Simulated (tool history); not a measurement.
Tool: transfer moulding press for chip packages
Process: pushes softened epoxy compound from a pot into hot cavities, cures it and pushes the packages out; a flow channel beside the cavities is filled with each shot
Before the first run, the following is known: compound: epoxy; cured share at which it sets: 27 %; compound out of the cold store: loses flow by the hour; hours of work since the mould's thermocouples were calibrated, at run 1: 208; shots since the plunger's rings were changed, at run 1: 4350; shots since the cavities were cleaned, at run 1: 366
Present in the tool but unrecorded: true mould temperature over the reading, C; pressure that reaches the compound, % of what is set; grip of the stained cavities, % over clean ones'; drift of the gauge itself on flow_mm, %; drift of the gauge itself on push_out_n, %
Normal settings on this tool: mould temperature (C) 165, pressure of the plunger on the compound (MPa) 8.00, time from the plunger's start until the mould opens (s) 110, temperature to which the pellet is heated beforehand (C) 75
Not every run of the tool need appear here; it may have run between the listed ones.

run,hour,mould temperature (C),pressure of the plunger on the compound (MPa),time from the plunger's start until the mould opens (s),temperature to which the pellet is heated beforehand (C),hours of work since the mould's thermocouples were calibrated,shots since the plunger's rings were changed,shots since the cavities were cleaned,incoming compound's hours out of the cold store,length that the compound runs in the flow channel (mm),greatest force on the pins that push the packages out (N)
1,0.0,165,8.00,110,75,208,4350,366,37.4,888,613
# hour 12.5: cavities cleaned with cleaning compound and waxed
# hour 20.3: plunger's sealing rings changed
2,38.0,169,8.00,110,75,234,251,326,44.9,860,463
# hour 53.4: cavities cleaned with cleaning compound and waxed
3,68.3,165,8.00,110,75,257,659,212,19.4,943,645
# hour 91.0: cavities cleaned with cleaning compound and waxed
4,93.1,165,7.18,110,75,276,989,30,37.4,845,624
5,110.7,165,8.00,110,75,289,1239,280,34.6,881,630
# hour 129.3: cavities cleaned with cleaning compound and waxed
6,130.3,159,8.00,110,75,304,1496,15,33.9,929,952
7,160.8,159,8.00,110,75,328,1928,447,46.1,878,970
# hour 168.1: cavities cleaned with cleaning compound and waxed
8,186.8,165,8.00,110,75,347,2275,265,37.2,878,595
9,202.5,165,8.00,134,75,360,2498,488,45.4,852,441
# hour 207.2: cavities cleaned with cleaning compound and waxed
10,235.8,165,8.00,134,75,385,2948,406,34.6,895,462
# hour 245.3: cavities cleaned with cleaning compound and waxed
# hour 261.1: mould's thermocouples calibrated
11,269.5,165,8.00,130,75,7,3376,315,30.1,924,467
# hour 284.9: cavities cleaned with cleaning compound and waxed
12,304.5,165,8.00,110,75,33,3852,279,22.9,921,646
# hour 322.0: cavities cleaned with cleaning compound and waxed
13,322.3,165,8.00,110,75,46,4082,3,8.2,987,677
14,341.8,165,8.02,130,75,61,4359,280,15.9,973,452
# hour 359.7: plunger's sealing rings changed
# hour 361.2: cavities cleaned with cleaning compound and waxed
15,377.2,166,6.58,130,75,86,225,225,42.3,792,449
# hour 398.8: cavities cleaned with cleaning compound and waxed
16,411.4,158,6.46,99,81,112,689,179,24.9,857,1271
# hour 436.7: cavities cleaned with cleaning compound and waxed
17,440.8,158,6.46,110,68,134,1085,58,37.2,812,1070
18,459.7,165,8.00,126,68,149,1352,325,31.1,922,490
# hour 474.0: cavities cleaned with cleaning compound and waxed
19,494.4,163,8.91,147,68,175,1823,289,38.6,939,434
# hour 511.6: cavities cleaned with cleaning compound and waxed
20,512.6,163,8.91,120,68,188,2060,14,21.5,998,637
21,539.5,169,8.00,110,75,209,2441,395,25.4,925,506
# hour 550.2: cavities cleaned with cleaning compound and waxed
22,577.1,164,9.48,110,77,238,2952,380,10.6,1065,716
# hour 589.0: cavities cleaned with cleaning compound and waxed
23,595.9,169,7.93,98,75,252,3198,97,10.9,959,645
24,620.6,167,7.27,133,70,271,3549,448,43.0,833,420
# hour 626.8: cavities cleaned with cleaning compound and waxed
25,647.1,167,7.27,117,76,291,3902,288,21.7,891,502

3 options for the next run, each taken on its own from the tool as it stands now. Forecast them:
# hour 664.5: cavities cleaned with cleaning compound and waxed
A,670.3,167,7.27,118,76,308,4210,81,41.7,?,?
# hour 664.5: cavities cleaned with cleaning compound and waxed
B,670.3,159,7.27,109,84,308,4210,81,13.2,?,?
# hour 664.5: cavities cleaned with cleaning compound and waxed
C,670.3,172,8.41,136,76,308,4210,81,14.2,?,?

run,length that the compound runs in the flow channel (mm),greatest force on the pins that push the packages out (N)
A,814,461
B,941,1052
C,964,388
Stripped of hidden state, with their random variation kept, the same runs would have yielded:
run,length that the compound runs in the flow channel (mm),greatest force on the pins that push the packages out (N)
A,815,460
B,943,1050
C,966,388

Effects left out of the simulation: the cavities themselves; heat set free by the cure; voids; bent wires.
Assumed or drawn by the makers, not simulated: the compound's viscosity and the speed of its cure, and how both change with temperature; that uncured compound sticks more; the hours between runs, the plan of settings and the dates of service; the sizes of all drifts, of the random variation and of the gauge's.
